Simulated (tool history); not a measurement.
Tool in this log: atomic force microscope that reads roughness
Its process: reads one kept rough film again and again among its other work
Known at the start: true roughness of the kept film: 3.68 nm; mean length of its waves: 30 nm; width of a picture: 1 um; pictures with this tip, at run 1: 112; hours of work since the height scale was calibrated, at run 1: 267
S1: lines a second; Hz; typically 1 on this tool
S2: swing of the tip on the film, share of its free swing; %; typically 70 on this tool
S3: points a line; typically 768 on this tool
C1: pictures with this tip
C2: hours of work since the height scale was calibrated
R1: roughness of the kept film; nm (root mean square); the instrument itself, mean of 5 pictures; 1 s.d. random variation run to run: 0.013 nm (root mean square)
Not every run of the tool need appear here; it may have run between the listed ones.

run,hour,S1,S2,S3,C1,C2,R1
1,0,1,70,768,112,267,2.92
2,11.9,1,70,768,129,273,2.858
3,21.2,1,70,768,142,278,2.864
4,28.2,1,70,768,152,282,2.851
5,35.2,3.6,70,768,162,286,2.609
6,45.6,3.6,70,768,177,292,2.561
7,54.7,3.6,70,768,190,297,2.545
8,61.6,3.6,70,768,200,301,2.511
9,73.9,3.6,70,768,217,307,2.504
10,80.8,1,70,432,227,311,2.652
11,88.3,1,70,432,238,315,2.66
12,97.6,1,79,768,251,321,2.603
13,109.7,1,70,768,269,327,2.635
14,116.4,1,70,768,278,331,2.602
15,123.4,1.78,70,768,288,335,2.53
16,128.9,1.78,70,310,296,338,2.491
17,138.2,1.78,70,310,309,343,2.445
# hour 143.8: new tip fitted
18,149.9,1.78,70,310,8,349,3.049
19,159.5,2.1,70,768,22,354,3.024
20,168.3,0.89,86,812,35,359,3.013
21,175,1,85,812,44,363,2.977
22,186.5,2.12,85,819,61,369,2.73
23,192.8,0.68,63,624,70,373,3.079
24,201.3,1.96,70,267,82,377,2.853
25,208.5,0.77,85,768,92,381,2.881
26,214.2,1.49,85,592,100,384,2.745
27,225.2,2.47,70,589,116,390,2.782
28,235.3,3.55,80,589,130,396,2.481
29,243.8,1,60,787,143,401,2.891
30,252.5,1,60,775,155,405,2.881
31,258.3,3.52,60,370,163,409,2.737
32,270.5,3.52,60,370,181,415,2.672
33,283.4,1,56,593,199,422,2.805
34,290.7,1,56,593,210,426,2.78
35,300.8,2.09,87,768,224,432,2.396
36,308.1,2.09,87,768,234,436,2.397
37,315.6,3.13,70,768,245,440,2.5

3 options for the next run, each taken on its own from the tool as it stands now. Forecast them:
A,321.7,0.82,89,368,254,443,?
B,321.7,0.62,74,460,254,443,?
C,321.7,1,70,919,254,443,?

run,R1
A,2.556
B,2.667
C,2.674
With the hidden condition removed and each run's random variation left untouched, the same runs would have given:
run,R1
A,3.07
B,3.206
C,3.213

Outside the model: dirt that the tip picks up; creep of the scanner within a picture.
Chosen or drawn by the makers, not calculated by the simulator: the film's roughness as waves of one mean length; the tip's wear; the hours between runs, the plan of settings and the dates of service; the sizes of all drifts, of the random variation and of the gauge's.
